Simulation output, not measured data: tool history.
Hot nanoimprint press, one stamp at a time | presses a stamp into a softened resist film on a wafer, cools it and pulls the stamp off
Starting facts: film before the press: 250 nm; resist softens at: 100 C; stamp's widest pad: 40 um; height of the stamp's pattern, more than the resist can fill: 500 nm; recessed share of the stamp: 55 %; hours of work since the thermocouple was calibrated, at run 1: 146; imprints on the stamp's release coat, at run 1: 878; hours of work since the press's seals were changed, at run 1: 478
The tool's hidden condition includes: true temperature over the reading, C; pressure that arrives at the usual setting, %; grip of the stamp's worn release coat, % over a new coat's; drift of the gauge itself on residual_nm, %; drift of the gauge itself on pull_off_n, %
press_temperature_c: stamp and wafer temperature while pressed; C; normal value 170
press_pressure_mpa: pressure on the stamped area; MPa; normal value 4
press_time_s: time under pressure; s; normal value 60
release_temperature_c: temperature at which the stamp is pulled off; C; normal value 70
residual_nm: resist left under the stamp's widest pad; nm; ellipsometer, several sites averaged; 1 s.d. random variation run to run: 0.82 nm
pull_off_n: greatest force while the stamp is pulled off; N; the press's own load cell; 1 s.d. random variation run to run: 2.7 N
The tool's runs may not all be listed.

run     day  press_temperature_c  press_pressure_mpa  press_time_s  release_temperature_c  hours of work since the thermocouple was calibrated  imprints on the stamp's release coat  hours of work since the press's seals were changed  residual_nm  pull_off_n
  1       0                  170                   4            60                     70                                                  146                                   878                                                 478        106.3         144
  2   0.871                  170                5.19            60                     70                                                  157                                   913                                                 489         93.7         152
  3    1.35                  170                5.19            60                     70                                                  163                                   933                                                 495           95         148
  4   1.971                  163                5.19            60                     70                                                  171                                   958                                                 502        140.1         157
  5   2.758                  170                   4            60                     66                                                  180                                   989                                                 512        105.7         166
  6   3.421                  170                   4            60                     66                                                  188                                  1016                                                 520        106.2         170
  7   4.083                  170                   4            32                     70                                                  197                                  1043                                                 528        135.7         154
  8    4.55                  170                4.06            60                     70                                                  202                                  1062                                                 534        104.9         159
  9   5.392                  165                   4            60                     70                                                  213                                  1096                                                 544        139.7         155
 10   6.262                  170                   4            64                     70                                                  223                                  1131                                                 555        101.1         158
 11   6.729                  170                   4            60                     70                                                  229                                  1150                                                 561        103.4         161
 12   7.229                  170                   4            60                     70                                                  235                                  1170                                                 567          104         161
 13   7.796                  179                   4            60                     70                                                  242                                  1193                                                 574         63.1         153
 14   8.333                  170                   4            60                     70                                                  249                                  1214                                                 580        105.2         154
 15     8.8                  170                   4            60                     70                                                  254                                  1233                                                 586        104.1         155
 16   9.788                  170                4.99            31                     70                                                  267                                  1273                                                 598          121         159
 17  10.562                  170                   4            60                     60                                                  276                                  1304                                                 608        105.2         203
 18  11.217                  170                   4            60                     60                                                  284                                  1331                                                 616        103.7         210
     12.304  -- plate thermocouple calibrated
 19  12.304                  161                   4            70                     73                                                    0                                  1369                                                 628        166.3         151
 20  12.821                  161                   4            70                     74                                                    6                                  1390                                                 634        164.6         147
 21  13.762                  161                   4            70                     76                                                   18                                  1428                                                 646        167.4         142
 22  14.367                  172                5.69            70                     76                                                   25                                  1453                                                 653         77.5         136
 23  15.058                  159                5.69            47                     76                                                   34                                  1481                                                 661        179.8         135
 24  15.858                  159                5.69            47                     76                                                   44                                  1513                                                 671        180.5         141
 25  16.288                  172                2.72            82                     72                                                   49                                  1530                                                 677        100.5         158
 26  17.025                  172                2.72           101                     58                                                   58                                  1560                                                 686         91.6         237
 27      18                  172                4.11            51                     74                                                   70                                  1599                                                 698        101.8         154
 28  18.483                  170                4.97            37                     66                                                   76                                  1619                                                 704          120         186
 29  19.171                  178                   4            60                     70                                                   84                                  1646                                                 712         67.7         173
 30  20.162                  178                   4            60                     70                                                   97                                  1686                                                 724         68.7         183

For some of the steps in residual_nm from one run to the next: how much would appear even if the tool had no hidden state, given the settings, what came in and random variation, and how much remains for the hidden state plus any gauge scatter that the measured result and the result without hidden state don't share?
Run 12 -> 13: press_temperature_c 170 -> 179. residual_nm -40.9 nm: hidden state +1.3, all else -42.2.
Run 13 -> 14: press_temperature_c 179 -> 170. residual_nm +42.1 nm: hidden state -1.5, all else +43.6.
Run 18 -> 19: press_temperature_c 170 -> 161, press_time_s 60 -> 70, release_temperature_c 60 -> 73, plate thermocouple calibrated. residual_nm +62.6 nm: hidden state +5.2, all else +57.4.
Run 21 -> 22: press_temperature_c 161 -> 172, press_pressure_mpa 4 -> 5.69. residual_nm -89.9 nm: hidden state +0.3, all else -90.2.
Run 22 -> 23: press_temperature_c 172 -> 159, press_time_s 70 -> 47. residual_nm +102.3 nm: hidden state -0.1, all else +102.4.
Run 24 -> 25: press_temperature_c 159 -> 172, press_pressure_mpa 5.69 -> 2.72, press_time_s 47 -> 82, release_temperature_c 76 -> 72. residual_nm -80 nm: hidden state -1, all else -79.

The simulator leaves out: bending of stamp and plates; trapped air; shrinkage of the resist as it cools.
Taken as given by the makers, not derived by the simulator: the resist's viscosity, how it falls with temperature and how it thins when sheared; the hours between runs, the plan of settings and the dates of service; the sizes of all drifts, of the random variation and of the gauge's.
